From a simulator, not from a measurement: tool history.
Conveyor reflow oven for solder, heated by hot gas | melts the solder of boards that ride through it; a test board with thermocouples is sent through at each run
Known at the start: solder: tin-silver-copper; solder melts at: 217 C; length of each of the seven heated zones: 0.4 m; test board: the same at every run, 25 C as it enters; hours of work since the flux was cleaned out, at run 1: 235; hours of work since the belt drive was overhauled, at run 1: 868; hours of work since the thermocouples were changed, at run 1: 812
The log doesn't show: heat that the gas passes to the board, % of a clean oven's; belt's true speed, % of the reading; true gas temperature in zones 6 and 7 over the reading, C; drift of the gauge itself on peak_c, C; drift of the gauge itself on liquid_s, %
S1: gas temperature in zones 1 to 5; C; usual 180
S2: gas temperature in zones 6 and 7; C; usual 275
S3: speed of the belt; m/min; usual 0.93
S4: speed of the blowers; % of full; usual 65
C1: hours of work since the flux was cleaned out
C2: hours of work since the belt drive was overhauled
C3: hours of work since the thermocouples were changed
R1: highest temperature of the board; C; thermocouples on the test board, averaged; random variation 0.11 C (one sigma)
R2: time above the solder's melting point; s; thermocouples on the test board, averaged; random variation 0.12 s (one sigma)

run    hour   S1   S2     S3  S4   C1    C2   C3     R1    R2
  1       0  180  275   0.93  65  235   868  812  261.5  44.7
  2    75.7  180  275   0.93  65  267   900  844  261.6  44.9
      106.4  -- thermocouples of zones 6 and 7 changed
  3   127.9  180  275   0.93  78  288   922    9  262.3  45.4
      169.7  -- flux residue cleaned out of gas plates and filters
  4   220.5  180  267   0.93  65   22   959   46  251.2  40.3
  5   291.3  180  275   0.93  77   52   989   76  260.6  44.7
  6   368.3  180  275   0.93  77   84  1022  109  260.3  44.8
  7   427.8  179  275   0.93  65  110  1047  134  257.6  43.1
  8   494.1  179  275   0.93  60  138  1075  162  256.5  42.2
  9   540.3  179  275   0.93  60  157  1095  182  256.5  42.2
 10   621.5  180  275   0.93  65  192  1129  216  257.4  43.3
 11   715.1  179  275   0.93  65  231  1169  256  257.3  42.8
        755  -- flux residue cleaned out of gas plates and filters, once more
 12   823.8  179  275   0.93  65   29  1213  300  261.7  45.3
 13   893.3  180  271   0.93  65   59  1242  330  258.2    44
 14   957.3  180  275   0.93  65   86  1269  357  261.7  45.5
 15  1016.2  180  275   0.93  65  111  1294  382  261.5  45.3
 16  1103.8  180  275   0.93  65  148  1332  419  261.6  45.5
 17  1150.4  184  275  0.989  87  168  1351  439  264.5  44.7
 18  1209.5  184  275  0.989  75  193  1376  464  262.2    44
 19  1257.7  167  270  0.757  65  213  1397  484  260.8    53
 20  1352.3  188  282   0.93  72  254  1437  525  270.3  50.7
 21  1394.2  188  282   0.93  72  271  1455  542  270.1  50.4
 22  1455.9  179  282   0.93  74  297  1481  568  269.3  47.9
     1473.7  -- flux residue cleaned out of gas plates and filters
 23  1524.1  166  274  0.821  65   21  1508  595  263.3  49.6
 24  1608.6  176  275   0.97  65   57  1544  631  260.5  42.3
 25  1682.5  180  274  1.037  65   89  1575  663    258  39.4
 26  1729.1  180  272  0.967  65  108  1595  682  258.6  42.7

Forecast run 27:
 27  1811.9  192  286  0.967  65  144  1630  717   ?   ?

{"run 27": {"R1": 273.2, "R2": 50.6}}
Without the tool's hidden state the same run would have given R1 271.4 C, R2 48.5 s.
